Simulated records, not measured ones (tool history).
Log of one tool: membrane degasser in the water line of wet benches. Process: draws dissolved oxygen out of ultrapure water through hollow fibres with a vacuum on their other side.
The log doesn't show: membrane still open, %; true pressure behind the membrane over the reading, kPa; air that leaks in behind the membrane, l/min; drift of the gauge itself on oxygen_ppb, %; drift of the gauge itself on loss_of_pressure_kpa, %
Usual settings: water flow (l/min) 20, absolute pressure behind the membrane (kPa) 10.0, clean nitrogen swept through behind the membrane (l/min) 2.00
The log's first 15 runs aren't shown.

| run | hour | water flow (l/min) | absolute pressure behind the membrane (kPa) | clean nitrogen swept through behind the membrane (l/min) | hours since the membrane was changed | hours since the vacuum gauge was calibrated | hours since the vacuum lines were made tight | dissolved oxygen in the water behind the degasser (ppb) | pressure that the water loses in the fibres (kPa) |
|---|---|---|---|---|---|---|---|---|---|
| 16 | 607.1 | 20 | 10.0 | 1.04 | 1465 | 3052 | 8217 | 288.7 | 66.67 |
| 17 | 654.4 | 17 | 17.2 | 2.91 | 1512 | 3099 | 8265 | 196.2 | 57.00 |
| 18 | 704.0 | 17 | 17.2 | 2.91 | 1562 | 3149 | 8314 | 196.7 | 56.95 |
| 19 | 729.3 | 17 | 7.8 | 2.00 | 1587 | 3174 | 8339 | 93.8 | 56.69 |
| 20 | 787.0 | 17 | 7.8 | 2.00 | 1645 | 3232 | 8397 | 94.4 | 57.10 |
|  | 811.7 | vacuum gauge calibrated |
| 21 | 825.4 | 17 | 7.1 | 4.33 | 1683 | 14 | 8435 | 39.0 | 56.91 |
| 22 | 861.9 | 17 | 7.1 | 4.33 | 1719 | 50 | 8471 | 38.9 | 57.31 |
| 23 | 916.0 | 24 | 24.4 | 4.33 | 1773 | 104 | 8526 | 281.4 | 80.99 |
| 24 | 965.8 | 24 | 7.5 | 1.43 | 1823 | 154 | 8575 | 166.5 | 80.26 |
| 25 | 1006.8 | 24 | 7.5 | 1.43 | 1864 | 195 | 8616 | 166.5 | 80.61 |
| 26 | 1060.5 | 26 | 13.6 | 4.96 | 1918 | 249 | 8670 | 138.5 | 87.63 |
| 27 | 1116.1 | 23 | 10.0 | 1.80 | 1974 | 304 | 8726 | 202.4 | 77.69 |
| 28 | 1166.1 | 23 | 10.0 | 5.83 | 2024 | 354 | 8776 | 70.2 | 77.18 |
| 29 | 1192.5 | 20 | 10.0 | 1.78 | 2050 | 381 | 8802 | 178.6 | 67.17 |
| 30 | 1225.7 | 13 | 14.5 | 0.84 | 2083 | 414 | 8835 | 382.9 | 43.79 |
|  | 1252.7 | seals of the vacuum lines changed |
| 31 | 1262.9 | 32 | 14.5 | 1.05 | 2118 | 449 | 10 | 689.5 | 107.59 |

Forecast each of these 5 alternatives for the next run:
| A | 1303.9 | 20 | 14.9 | 2.00 | 2159 | 490 | 51 | ? | ? |
| B | 1303.9 | 14 | 6.7 | 4.20 | 2159 | 490 | 51 | ? | ? |
| C | 1303.9 | 23 | 14.5 | 1.28 | 2159 | 490 | 51 | ? | ? |
| D | 1303.9 | 32 | 14.5 | 4.32 | 2159 | 490 | 51 | ? | ? |
| E | 1303.9 | 15 | 14.5 | 2.48 | 2159 | 490 | 51 | ? | ? |

| run | dissolved oxygen in the water behind the degasser (ppb) | pressure that the water loses in the fibres (kPa) |
|---|---|---|
| A | 270.8 | 67.34 |
| B | 29.4 | 46.76 |
| C | 439.5 | 76.64 |
| D | 211.7 | 107.66 |
| E | 164.0 | 50.30 |
Without the tool's hidden state the same runs would have given:
| run | dissolved oxygen in the water behind the degasser (ppb) | pressure that the water loses in the fibres (kPa) |
|---|---|---|
| A | 270.8 | 67.33 |
| B | 29.4 | 46.75 |
| C | 439.5 | 76.63 |
| D | 211.7 | 107.64 |
| E | 164.0 | 50.30 |
